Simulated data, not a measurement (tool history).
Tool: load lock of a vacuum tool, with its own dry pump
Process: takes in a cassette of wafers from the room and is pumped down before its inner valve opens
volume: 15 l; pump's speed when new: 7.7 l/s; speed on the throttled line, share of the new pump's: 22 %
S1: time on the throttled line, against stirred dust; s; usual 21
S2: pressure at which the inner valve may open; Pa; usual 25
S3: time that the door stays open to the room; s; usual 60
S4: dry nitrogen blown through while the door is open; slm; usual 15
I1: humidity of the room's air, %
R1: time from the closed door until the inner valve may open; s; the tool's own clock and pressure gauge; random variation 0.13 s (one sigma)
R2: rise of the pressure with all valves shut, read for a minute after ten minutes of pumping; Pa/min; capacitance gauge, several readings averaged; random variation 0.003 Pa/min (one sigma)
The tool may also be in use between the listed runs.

run 1 hour=0.0 | S1=21 S2=25 S3=60 S4=15 | I1=49.3 | R1=32.6 R2=0.052
run 2 hour=104.6 | S1=21 S2=25 S3=60 S4=15 | I1=45.9 | R1=32.5 R2=0.052
run 3 hour=211.4 | S1=21 S2=46 S3=60 S4=15 | I1=45.6 | R1=31.6 R2=0.047
run 4 hour=363.8 | S1=21 S2=46 S3=60 S4=15 | I1=46.6 | R1=31.4 R2=0.048
run 5 hour=504.0 | S1=21 S2=25 S3=96 S4=15 | I1=48.6 | R1=32.6 R2=0.060
run 6 hour=640.5 | S1=21 S2=25 S3=60 S4=15 | I1=43.6 | R1=32.6 R2=0.048
run 7 hour=782.6 | S1=21 S2=25 S3=65 S4=15 | I1=45.3 | R1=32.8 R2=0.050
-- hour=815.7 door's seal changed, seat wiped
run 8 hour=891.0 | S1=29 S2=25 S3=60 S4=15 | I1=45.4 | R1=38.8 R2=0.044
run 9 hour=963.2 | S1=29 S2=25 S3=60 S4=15 | I1=44.9 | R1=38.8 R2=0.037
run 10 hour=1070.6 | S1=16 S2=29 S3=199 S4=22 | I1=47.0 | R1=28.2 R2=0.075
run 11 hour=1179.2 | S1=16 S2=29 S3=199 S4=22 | I1=46.5 | R1=28.3 R2=0.073
run 12 hour=1292.5 | S1=16 S2=29 S3=199 S4=22 | I1=44.9 | R1=28.3 R2=0.072
run 13 hour=1448.1 | S1=16 S2=49 S3=199 S4=22 | I1=45.8 | R1=27.4 R2=0.069
run 14 hour=1595.9 | S1=24 S2=49 S3=199 S4=22 | I1=44.4 | R1=33.5 R2=0.070
run 15 hour=1718.2 | S1=21 S2=25 S3=112 S4=27 | I1=43.8 | R1=32.7 R2=0.044
run 16 hour=1879.2 | S1=21 S2=25 S3=112 S4=27 | I1=48.1 | R1=32.6 R2=0.049

Forecast each of these 3 alternatives for the next run:
run A hour=1949.8 | S1=21 S2=25 S3=47 S4=27 | I1=43.9 | R1=? R2=?
run B hour=1949.8 | S1=21 S2=25 S3=193 S4=27 | I1=44.4 | R1=? R2=?
run C hour=1949.8 | S1=33 S2=25 S3=60 S4=15 | I1=45.8 | R1=? R2=?

run=A R1=32.8 R2=0.028
run=B R1=32.6 R2=0.061
run=C R1=41.7 R2=0.043
Without the tool's hidden state the same runs would have given:
run=A R1=32.8 R2=0.028
run=B R1=32.6 R2=0.061
run=C R1=41.7 R2=0.043
